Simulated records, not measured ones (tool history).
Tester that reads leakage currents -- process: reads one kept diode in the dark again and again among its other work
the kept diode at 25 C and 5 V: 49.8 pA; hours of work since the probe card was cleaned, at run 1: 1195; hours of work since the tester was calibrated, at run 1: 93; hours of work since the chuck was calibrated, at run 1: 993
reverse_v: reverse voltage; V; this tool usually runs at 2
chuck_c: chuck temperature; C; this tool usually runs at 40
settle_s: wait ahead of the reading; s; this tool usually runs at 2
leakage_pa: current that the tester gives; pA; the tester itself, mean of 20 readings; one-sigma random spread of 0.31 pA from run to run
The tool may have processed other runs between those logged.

| run | hour | reverse_v | chuck_c | settle_s | hours of work since the probe card was cleaned | hours of work since the tester was calibrated | hours of work since the chuck was calibrated | leakage_pa |
|---|---|---|---|---|---|---|---|---|
| 1 | 0 | 2 | 40 | 2 | 1195 | 93 | 993 | 100.88 |
|  | 58.9 | probe card cleaned and baked |
| 2 | 86.6 | 2 | 31 | 2 | 21 | 157 | 1057 | 48.6 |
| 3 | 154 | 2 | 31 | 2 | 73 | 209 | 1108 | 48.35 |
| 4 | 208.3 | 2.98 | 31 | 2 | 114 | 251 | 1150 | 61.91 |
| 5 | 284.7 | 2.98 | 31 | 2 | 173 | 309 | 1209 | 61.24 |
| 6 | 366.3 | 2.98 | 31 | 2 | 236 | 372 | 1271 | 61.69 |
| 7 | 434.9 | 2.98 | 31 | 2 | 288 | 424 | 1324 | 61.98 |
| 8 | 516 | 2.98 | 22 | 2 | 350 | 487 | 1386 | 28.49 |
| 9 | 568.8 | 2 | 40 | 2 | 391 | 527 | 1426 | 101.19 |
| 10 | 631.8 | 2 | 40 | 2 | 439 | 575 | 1475 | 100.95 |
| 11 | 728.8 | 7.57 | 40 | 2 | 513 | 650 | 1549 | 222.47 |
| 12 | 774.4 | 2.06 | 40 | 2 | 548 | 685 | 1584 | 103.58 |
| 13 | 817.7 | 2 | 44 | 2 | 582 | 718 | 1617 | 138.4 |
| 14 | 914.2 | 2 | 44 | 2 | 656 | 792 | 1691 | 137.56 |
| 15 | 958 | 2 | 40 | 2 | 689 | 825 | 1725 | 101.6 |
| 16 | 1027.1 | 2 | 40 | 2 | 742 | 878 | 1778 | 100.61 |
| 17 | 1074 | 2 | 40 | 2 | 778 | 914 | 1814 | 101.07 |
| 18 | 1122.4 | 2 | 40 | 0.37 | 815 | 951 | 1851 | 101.39 |
| 19 | 1202.4 | 2 | 35 | 2 | 877 | 1013 | 1912 | 67.92 |

Expected results for the next run?
|  | 1270.5 | chuck's temperature calibrated |
| 20 | 1300.7 | 2 | 40 | 0.36 | 950 | 1087 | 23 | ? |

{"run 20": {"leakage_pa": 101.4}}
With no hidden state in the tool, this same run would have given leakage_pa 101.39 pA.
